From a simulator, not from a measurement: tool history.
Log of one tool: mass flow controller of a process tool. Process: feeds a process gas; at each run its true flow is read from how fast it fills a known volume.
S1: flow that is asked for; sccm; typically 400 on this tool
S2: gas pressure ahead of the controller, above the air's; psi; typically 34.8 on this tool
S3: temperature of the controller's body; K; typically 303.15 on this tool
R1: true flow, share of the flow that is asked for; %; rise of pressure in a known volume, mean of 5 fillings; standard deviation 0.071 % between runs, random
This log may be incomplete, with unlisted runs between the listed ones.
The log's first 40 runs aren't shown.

run,hour,S1,S2,S3,R1
41,4064.1,70,35.1,300.15,97
42,4149,102,30.9,300.15,97.26
43,4246.4,102,30.9,300.15,97.17
44,4311.3,370,40.6,310.15,99.66
45,4371.7,448,31.6,310.15,99.49
46,4475.2,140,27.4,295.15,96.95
47,4599.6,368,27.7,295.15,97.92
48,4694.1,144,23.9,296.15,96.68

Each row is a separate what-if for the run after 48, all from the same tool condition, not one after another. Results?
A,4760.6,144,33.1,308.15,?
B,4760.6,400,34.8,300.15,?
C,4760.6,179,34.8,295.15,?

run,R1
A,98.02
B,98.62
C,97.4
Stripped of hidden state, with their random variation kept, the same runs would have yielded:
run,R1
A,100.46
B,100.36
C,99.62

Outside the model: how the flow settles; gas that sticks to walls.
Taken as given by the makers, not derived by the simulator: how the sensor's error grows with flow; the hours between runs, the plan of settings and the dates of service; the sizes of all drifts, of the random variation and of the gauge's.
